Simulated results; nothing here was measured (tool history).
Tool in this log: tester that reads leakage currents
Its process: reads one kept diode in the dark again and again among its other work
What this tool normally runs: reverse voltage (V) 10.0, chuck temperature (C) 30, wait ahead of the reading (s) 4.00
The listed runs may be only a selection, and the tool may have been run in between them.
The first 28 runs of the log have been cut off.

| run | day | reverse voltage (V) | chuck temperature (C) | wait ahead of the reading (s) | hours of work since the probe card was cleaned | hours of work since the tester was calibrated | hours of work since the chuck was calibrated | current that the tester gives (pA) |
|---|---|---|---|---|---|---|---|---|
| 29 | 103.804 | 10.0 | 22 | 3.11 | 694 | 1475 | 477 | 83.71 |
| 30 | 108.142 | 10.0 | 22 | 3.11 | 777 | 1558 | 559 | 85.90 |
| 31 | 112.229 | 1.9 | 38 | 5.97 | 855 | 1636 | 637 | 155.17 |
| 32 | 117.500 | 9.1 | 46 | 5.97 | 955 | 1736 | 737 | 508.21 |
| 33 | 121.217 | 9.1 | 22 | 5.97 | 1026 | 1807 | 808 | 86.13 |
| 34 | 126.146 | 1.1 | 37 | 6.23 | 1120 | 1900 | 902 | 121.09 |
| 35 | 129.412 | 1.4 | 48 | 0.39 | 1182 | 1963 | 964 | 298.48 |
| 36 | 133.258 | 10.0 | 43 | 0.52 | 1255 | 2036 | 1037 | 439.90 |

Forecast run 37:
| 37 | 135.621 | 11.8 | 43 | 5.13 | 1300 | 2081 | 1082 | ? |

Run 37 measured current that the tester gives (pA) 470.24.
Were there no unlogged condition in the tool, this run, its random variation unchanged, would have produced current that the tester gives (pA) 411.31.
